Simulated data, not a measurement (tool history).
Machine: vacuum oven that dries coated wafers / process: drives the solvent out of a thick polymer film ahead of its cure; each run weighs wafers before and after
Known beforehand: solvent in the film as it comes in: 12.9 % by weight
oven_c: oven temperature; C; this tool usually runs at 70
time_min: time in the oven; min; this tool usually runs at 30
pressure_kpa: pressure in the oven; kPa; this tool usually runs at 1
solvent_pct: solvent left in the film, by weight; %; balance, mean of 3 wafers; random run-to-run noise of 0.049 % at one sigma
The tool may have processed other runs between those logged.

run 1 hour=0 | oven_c=70 time_min=30 pressure_kpa=1 | solvent_pct=2.83
run 2 hour=45.7 | oven_c=70 time_min=30 pressure_kpa=1 | solvent_pct=2.73
run 3 hour=98.8 | oven_c=70 time_min=30 pressure_kpa=1 | solvent_pct=2.84
run 4 hour=127.4 | oven_c=70 time_min=30 pressure_kpa=1 | solvent_pct=2.8
run 5 hour=177.6 | oven_c=70 time_min=30 pressure_kpa=0.73 | solvent_pct=2.63
run 6 hour=231 | oven_c=70 time_min=30 pressure_kpa=0.73 | solvent_pct=2.71
run 7 hour=267.2 | oven_c=70 time_min=30 pressure_kpa=1 | solvent_pct=2.82
run 8 hour=309 | oven_c=79 time_min=23 pressure_kpa=0.6 | solvent_pct=1.82
-- hour=316 oven's thermocouples calibrated
run 9 hour=360.3 | oven_c=56 time_min=18 pressure_kpa=0.6 | solvent_pct=7.75

Forecast run 10:
run 10 hour=399.4 | oven_c=81 time_min=18 pressure_kpa=0.67 | solvent_pct=?

For run 10 the tool returned solvent_pct 2.16 %.
Take away the tool's hidden state, keep the run-to-run variation as it was, and the same run would have given solvent_pct 1.62 %.
